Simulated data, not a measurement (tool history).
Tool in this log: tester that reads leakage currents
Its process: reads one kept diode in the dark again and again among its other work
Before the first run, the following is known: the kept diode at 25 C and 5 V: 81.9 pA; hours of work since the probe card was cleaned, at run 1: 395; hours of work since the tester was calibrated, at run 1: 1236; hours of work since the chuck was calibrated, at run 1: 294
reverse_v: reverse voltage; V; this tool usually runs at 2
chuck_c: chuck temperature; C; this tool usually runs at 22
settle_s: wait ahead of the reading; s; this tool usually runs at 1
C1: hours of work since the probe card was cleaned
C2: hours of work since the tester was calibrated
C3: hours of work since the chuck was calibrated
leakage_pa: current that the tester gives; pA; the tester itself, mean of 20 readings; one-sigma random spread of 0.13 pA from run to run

{"run": 1, "hour": 0.0, "reverse_v": 2, "chuck_c": 22, "settle_s": 1, "C1": 395, "C2": 1236, "C3": 294, "leakage_pa": 39.76}
{"run": 2, "hour": 47.1, "reverse_v": 2, "chuck_c": 22, "settle_s": 1, "C1": 418, "C2": 1259, "C3": 317, "leakage_pa": 39.8}
{"run": 3, "hour": 126.4, "reverse_v": 2, "chuck_c": 37, "settle_s": 1, "C1": 457, "C2": 1298, "C3": 356, "leakage_pa": 121.07}
{"run": 4, "hour": 163.0, "reverse_v": 2, "chuck_c": 22, "settle_s": 1, "C1": 475, "C2": 1316, "C3": 374, "leakage_pa": 39.83}
{"run": 5, "hour": 245.7, "reverse_v": 2, "chuck_c": 22, "settle_s": 1, "C1": 516, "C2": 1357, "C3": 415, "leakage_pa": 39.93}
{"run": 6, "hour": 287.5, "reverse_v": 2, "chuck_c": 22, "settle_s": 1, "C1": 536, "C2": 1377, "C3": 435, "leakage_pa": 39.74}
{"run": 7, "hour": 358.9, "reverse_v": 2, "chuck_c": 22, "settle_s": 1, "C1": 571, "C2": 1412, "C3": 471, "leakage_pa": 39.62}
{"run": 8, "hour": 401.7, "reverse_v": 2, "chuck_c": 22, "settle_s": 2.18, "C1": 593, "C2": 1433, "C3": 492, "leakage_pa": 39.69}
{"run": 9, "hour": 477.9, "reverse_v": 1.18, "chuck_c": 22, "settle_s": 1, "C1": 630, "C2": 1471, "C3": 529, "leakage_pa": 29.4}
{"run": 10, "hour": 512.5, "reverse_v": 2, "chuck_c": 22, "settle_s": 1, "C1": 647, "C2": 1488, "C3": 546, "leakage_pa": 39.89}
{"run": 11, "hour": 554.4, "reverse_v": 2, "chuck_c": 45, "settle_s": 1, "C1": 668, "C2": 1508, "C3": 567, "leakage_pa": 209.9}
{"run": 12, "hour": 618.9, "reverse_v": 2, "chuck_c": 45, "settle_s": 1, "C1": 699, "C2": 1540, "C3": 598, "leakage_pa": 209.7}
{"run": 13, "hour": 680.8, "reverse_v": 2, "chuck_c": 22, "settle_s": 1, "C1": 730, "C2": 1571, "C3": 629, "leakage_pa": 39.81}
{"run": 14, "hour": 739.6, "reverse_v": 2, "chuck_c": 22, "settle_s": 1, "C1": 759, "C2": 1599, "C3": 658, "leakage_pa": 39.7}
{"run": 15, "hour": 821.6, "reverse_v": 2, "chuck_c": 22, "settle_s": 1, "C1": 799, "C2": 1640, "C3": 698, "leakage_pa": 39.87}
{"run": 16, "hour": 878.2, "reverse_v": 2, "chuck_c": 22, "settle_s": 1, "C1": 827, "C2": 1668, "C3": 726, "leakage_pa": 39.89}
{"run": 17, "hour": 914.6, "reverse_v": 2, "chuck_c": 23, "settle_s": 1.89, "C1": 845, "C2": 1686, "C3": 744, "leakage_pa": 42.52}
{"run": 18, "hour": 983.2, "reverse_v": 2, "chuck_c": 40, "settle_s": 0.6, "C1": 878, "C2": 1719, "C3": 778, "leakage_pa": 147.04}
{"run": 19, "hour": 1016.6, "reverse_v": 2, "chuck_c": 40, "settle_s": 0.6, "C1": 895, "C2": 1736, "C3": 794, "leakage_pa": 146.22}
{"hour": 1025.3, "done": "chuck's temperature calibrated"}
{"run": 20, "hour": 1071.0, "reverse_v": 7.43, "chuck_c": 30, "settle_s": 1, "C1": 921, "C2": 1761, "C3": 22, "leakage_pa": 149.54}
{"run": 21, "hour": 1137.9, "reverse_v": 7.43, "chuck_c": 30, "settle_s": 1, "C1": 954, "C2": 1794, "C3": 55, "leakage_pa": 150.74}
{"run": 22, "hour": 1187.8, "reverse_v": 7.43, "chuck_c": 30, "settle_s": 1, "C1": 978, "C2": 1819, "C3": 80, "leakage_pa": 150.08}
{"hour": 1223.0, "done": "chuck's temperature calibrated, once more"}
{"run": 23, "hour": 1241.2, "reverse_v": 7.43, "chuck_c": 30, "settle_s": 1, "C1": 1003, "C2": 1844, "C3": 9, "leakage_pa": 162.9}
{"run": 24, "hour": 1281.0, "reverse_v": 8.76, "chuck_c": 38, "settle_s": 1.49, "C1": 1023, "C2": 1864, "C3": 28, "leakage_pa": 310.67}
{"run": 25, "hour": 1326.5, "reverse_v": 10.35, "chuck_c": 28, "settle_s": 0.82, "C1": 1045, "C2": 1886, "C3": 51, "leakage_pa": 172.73}
{"run": 26, "hour": 1382.3, "reverse_v": 10.35, "chuck_c": 28, "settle_s": 0.82, "C1": 1073, "C2": 1914, "C3": 78, "leakage_pa": 173.19}
{"run": 27, "hour": 1457.9, "reverse_v": 10.35, "chuck_c": 28, "settle_s": 0.82, "C1": 1110, "C2": 1951, "C3": 116, "leakage_pa": 174.35}
{"hour": 1500.2, "done": "probe card cleaned and baked"}
{"run": 28, "hour": 1530.7, "reverse_v": 10.35, "chuck_c": 28, "settle_s": 0.82, "C1": 15, "C2": 1985, "C3": 150, "leakage_pa": 153.56}
{"run": 29, "hour": 1595.0, "reverse_v": 1.76, "chuck_c": 38, "settle_s": 1, "C1": 47, "C2": 2017, "C3": 181, "leakage_pa": 120.43}
{"run": 30, "hour": 1650.2, "reverse_v": 3.79, "chuck_c": 25, "settle_s": 6.61, "C1": 74, "C2": 2044, "C3": 209, "leakage_pa": 68.87}
{"run": 31, "hour": 1722.6, "reverse_v": 8.14, "chuck_c": 25, "settle_s": 0.33, "C1": 109, "C2": 2079, "C3": 244, "leakage_pa": 109.54}
{"run": 32, "hour": 1790.2, "reverse_v": 8.14, "chuck_c": 25, "settle_s": 0.33, "C1": 143, "C2": 2113, "C3": 277, "leakage_pa": 109.68}

For each entry between runs, how does the tool's hidden state at the last listed run before it compare with that at the first listed run after it?
Logged between run 19 and run 20: chuck's temperature calibrated (hour 1025.3)
  stray current of the dirty probe card, pA a volt: 1.608 -> 1.651; current scale over the true one, %: -0.9 -> -0.91; true chuck temperature over the reading, C: -0.85 -> -1.13
  the result without the hidden state subtracted from the measured one, leakage_pa: -7.19 -> -1.71 pA
Logged between run 22 and run 23: chuck's temperature calibrated, once more (hour 1223)
  stray current of the dirty probe card, pA a volt: 1.754 -> 1.801; current scale over the true one, %: -0.94 -> -0.96; true chuck temperature over the reading, C: -1.2 -> -0.03
  the result without the hidden state subtracted from the measured one, leakage_pa: -1.68 -> +11.29 pA
Logged between run 27 and run 28: probe card cleaned and baked (hour 1500.2)
  stray current of the dirty probe card, pA a volt: 1.977 -> 0.051; current scale over the true one, %: -1.01 -> -1.03; true chuck temperature over the reading, C: -0.16 -> -0.2
  the result without the hidden state subtracted from the measured one, leakage_pa: +16.76 -> -3.59 pA

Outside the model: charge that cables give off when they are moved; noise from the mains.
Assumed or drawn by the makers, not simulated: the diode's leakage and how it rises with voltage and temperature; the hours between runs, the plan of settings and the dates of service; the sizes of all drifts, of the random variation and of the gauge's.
